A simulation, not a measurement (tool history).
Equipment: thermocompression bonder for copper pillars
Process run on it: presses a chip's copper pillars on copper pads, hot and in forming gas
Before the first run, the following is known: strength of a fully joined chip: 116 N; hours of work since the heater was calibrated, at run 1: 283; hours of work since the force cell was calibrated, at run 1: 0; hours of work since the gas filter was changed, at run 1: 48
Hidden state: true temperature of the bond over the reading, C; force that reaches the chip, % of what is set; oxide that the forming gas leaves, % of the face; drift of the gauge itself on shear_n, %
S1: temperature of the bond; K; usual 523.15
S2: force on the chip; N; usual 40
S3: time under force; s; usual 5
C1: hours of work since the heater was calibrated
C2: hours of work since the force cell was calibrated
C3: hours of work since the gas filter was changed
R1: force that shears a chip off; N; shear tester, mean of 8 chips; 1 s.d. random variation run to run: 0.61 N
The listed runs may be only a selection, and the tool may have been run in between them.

run 1 hour=0.0 | S1=523.15 S2=40 S3=5 | C1=283 C2=0 C3=48 | R1=62.7
run 2 hour=27.8 | S1=523.15 S2=40 S3=5 | C1=302 C2=19 C3=67 | R1=62.5
run 3 hour=72.9 | S1=523.15 S2=40 S3=5 | C1=332 C2=49 C3=97 | R1=61.7
run 4 hour=121.0 | S1=523.15 S2=40 S3=5 | C1=364 C2=81 C3=129 | R1=62.7
run 5 hour=150.0 | S1=523.15 S2=40 S3=5 | C1=383 C2=100 C3=149 | R1=63.1
run 6 hour=194.6 | S1=523.15 S2=40 S3=5 | C1=413 C2=130 C3=178 | R1=62.2
run 7 hour=244.1 | S1=523.15 S2=26 S3=5 | C1=446 C2=163 C3=211 | R1=44.9
run 8 hour=274.2 | S1=523.15 S2=26 S3=5 | C1=466 C2=183 C3=231 | R1=46.4
run 9 hour=307.6 | S1=523.15 S2=26 S3=5 | C1=489 C2=205 C3=254 | R1=43.7
run 10 hour=354.2 | S1=523.15 S2=26 S3=5 | C1=520 C2=236 C3=285 | R1=45.4
-- hour=360.2 heater calibrated with a thermocouple chip
-- hour=383.2 forming gas filter changed
run 11 hour=398.3 | S1=523.15 S2=26 S3=5 | C1=25 C2=264 C3=10 | R1=47.9
run 12 hour=435.5 | S1=523.15 S2=40 S3=5 | C1=50 C2=289 C3=35 | R1=66.0
run 13 hour=458.9 | S1=533.15 S2=52 S3=5 | C1=66 C2=305 C3=51 | R1=87.0
run 14 hour=489.3 | S1=533.15 S2=52 S3=5 | C1=86 C2=325 C3=71 | R1=85.4
run 15 hour=529.7 | S1=533.15 S2=52 S3=5 | C1=113 C2=352 C3=98 | R1=85.7
run 16 hour=574.1 | S1=533.15 S2=52 S3=5 | C1=142 C2=382 C3=127 | R1=85.9
-- hour=600.7 heater calibrated with a thermocouple chip, once more
run 17 hour=604.9 | S1=508.15 S2=40 S3=4 | C1=3 C2=401 C3=147 | R1=46.3
run 18 hour=632.3 | S1=515.15 S2=25 S3=4 | C1=21 C2=419 C3=165 | R1=35.1
run 19 hour=681.6 | S1=515.15 S2=25 S3=4 | C1=54 C2=452 C3=198 | R1=35.0
run 20 hour=726.6 | S1=523.15 S2=25 S3=14 | C1=84 C2=482 C3=228 | R1=63.1
run 21 hour=766.7 | S1=496.15 S2=27 S3=3 | C1=111 C2=509 C3=255 | R1=23.5
run 22 hour=800.2 | S1=494.15 S2=40 S3=5 | C1=133 C2=531 C3=277 | R1=40.0
run 23 hour=829.4 | S1=494.15 S2=40 S3=5 | C1=153 C2=551 C3=297 | R1=39.5
-- hour=839.2 forming gas filter changed
run 24 hour=854.2 | S1=496.15 S2=25 S3=8 | C1=169 C2=567 C3=10 | R1=34.3

Table of differences, measured result less the result of that run with no hidden state. Run-to-run variation is the same in both. Gauge scatter possibly is not:
run=1 R1=+1.2
run=2 R1=+1.2
run=3 R1=+1.3
run=4 R1=+1.5
run=5 R1=+1.6
run=6 R1=+1.7
run=7 R1=+1.7
run=8 R1=+1.8
run=9 R1=+1.8
run=10 R1=+2.0
run=11 R1=+4.6
run=12 R1=+5.5
run=13 R1=+5.2
run=14 R1=+5.2
run=15 R1=+5.3
run=16 R1=+5.4
run=17 R1=+1.9
run=18 R1=+1.7
run=19 R1=+1.7
run=20 R1=+2.4
run=21 R1=+1.5
run=22 R1=+2.3
run=23 R1=+2.5
run=24 R1=+3.1
